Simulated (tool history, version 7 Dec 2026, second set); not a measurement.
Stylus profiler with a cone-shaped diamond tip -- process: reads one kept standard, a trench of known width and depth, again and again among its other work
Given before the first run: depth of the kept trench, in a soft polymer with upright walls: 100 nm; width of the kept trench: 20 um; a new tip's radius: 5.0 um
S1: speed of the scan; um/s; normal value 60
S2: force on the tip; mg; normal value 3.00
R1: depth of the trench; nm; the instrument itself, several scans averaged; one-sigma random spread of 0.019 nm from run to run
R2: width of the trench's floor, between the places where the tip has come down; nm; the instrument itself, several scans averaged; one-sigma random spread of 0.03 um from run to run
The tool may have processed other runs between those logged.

{"run": 1, "hour": 0.0, "S1": 60, "S2": 3.0, "R1": 101.63, "R2": 17820}
{"run": 2, "hour": 67.7, "S1": 60, "S2": 3.0, "R1": 101.62, "R2": 17830}
{"run": 3, "hour": 131.1, "S1": 60, "S2": 3.0, "R1": 101.64, "R2": 17790}
{"run": 4, "hour": 174.6, "S1": 60, "S2": 3.0, "R1": 101.61, "R2": 17750}
{"run": 5, "hour": 241.9, "S1": 60, "S2": 3.0, "R1": 101.66, "R2": 17840}
{"run": 6, "hour": 307.9, "S1": 60, "S2": 1.73, "R1": 101.1, "R2": 17720}
{"run": 7, "hour": 380.8, "S1": 19, "S2": 8.13, "R1": 103.21, "R2": 17940}
{"run": 8, "hour": 414.7, "S1": 19, "S2": 8.13, "R1": 103.19, "R2": 18020}
{"run": 9, "hour": 469.1, "S1": 142, "S2": 1.22, "R1": 100.9, "R2": 17150}
{"hour": 474.1, "done": "height scale calibrated on a step standard"}
{"run": 10, "hour": 547.1, "S1": 142, "S2": 1.22, "R1": 100.92, "R2": 17230}
{"run": 11, "hour": 605.3, "S1": 142, "S2": 1.22, "R1": 100.92, "R2": 17250}

Here are 4 independent what-if runs from the current tool condition. What would each one return?
{"run": "A", "hour": 685.0, "S1": 84, "S2": 1.22, "R1": "?", "R2": "?"}
{"run": "B", "hour": 685.0, "S1": 117, "S2": 3.46, "R1": "?", "R2": "?"}
{"run": "C", "hour": 685.0, "S1": 142, "S2": 1.06, "R1": "?", "R2": "?"}
{"run": "D", "hour": 685.0, "S1": 199, "S2": 1.81, "R1": "?", "R2": "?"}

run=A R1=100.93 R2=17540
run=B R1=101.80 R2=17560
run=C R1=100.83 R2=17160
run=D R1=101.17 R2=17080
The same runs, with their run-to-run variation unchanged, on a tool lacking any hidden condition would have given:
run=A R1=100.93 R2=17550
run=B R1=101.80 R2=17580
run=C R1=100.83 R2=17170
run=D R1=101.17 R2=17090

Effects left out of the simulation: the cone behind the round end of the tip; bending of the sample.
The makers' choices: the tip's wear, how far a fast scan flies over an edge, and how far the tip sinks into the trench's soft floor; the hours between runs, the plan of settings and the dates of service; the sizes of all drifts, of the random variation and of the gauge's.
